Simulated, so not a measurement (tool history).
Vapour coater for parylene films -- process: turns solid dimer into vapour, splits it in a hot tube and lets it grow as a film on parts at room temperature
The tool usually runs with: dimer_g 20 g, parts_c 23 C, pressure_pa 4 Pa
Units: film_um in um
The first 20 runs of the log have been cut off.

run 21 hour=249.1 | dimer_g=10 parts_c=21 pressure_pa=5.8 | film_um=6.01
run 22 hour=259.3 | dimer_g=10 parts_c=21 pressure_pa=5.8 | film_um=5.95
run 23 hour=275.8 | dimer_g=13 parts_c=23 pressure_pa=10.45 | film_um=7.01
run 24 hour=291.6 | dimer_g=13 parts_c=23 pressure_pa=10.45 | film_um=7.03
run 25 hour=305.6 | dimer_g=14 parts_c=34 pressure_pa=10.45 | film_um=5.49
run 26 hour=319.4 | dimer_g=20 parts_c=23 pressure_pa=3.66 | film_um=11.69
run 27 hour=327 | dimer_g=20 parts_c=23 pressure_pa=3.66 | film_um=11.65
run 28 hour=343.2 | dimer_g=33 parts_c=22 pressure_pa=4 | film_um=19.78
run 29 hour=354.1 | dimer_g=25 parts_c=15 pressure_pa=4.69 | film_um=18.31
run 30 hour=363.4 | dimer_g=8 parts_c=25 pressure_pa=9.3 | film_um=4.06
run 31 hour=374.3 | dimer_g=9 parts_c=33 pressure_pa=4 | film_um=3.85

Each row is a separate what-if for the run after 31, all from the same tool condition, not one after another. Results?
run A hour=385.6 | dimer_g=13 parts_c=23 pressure_pa=3.58 | film_um=?
run B hour=385.6 | dimer_g=20 parts_c=18 pressure_pa=10.37 | film_um=?
run C hour=385.6 | dimer_g=11 parts_c=22 pressure_pa=8.06 | film_um=?

run=A film_um=7.53
run=B film_um=12.53
run=C film_um=6.1
Take away the tool's hidden state, keep each run's random variation, and the runs would have read:
run=A film_um=7.73
run=B film_um=12.85
run=C film_um=6.26
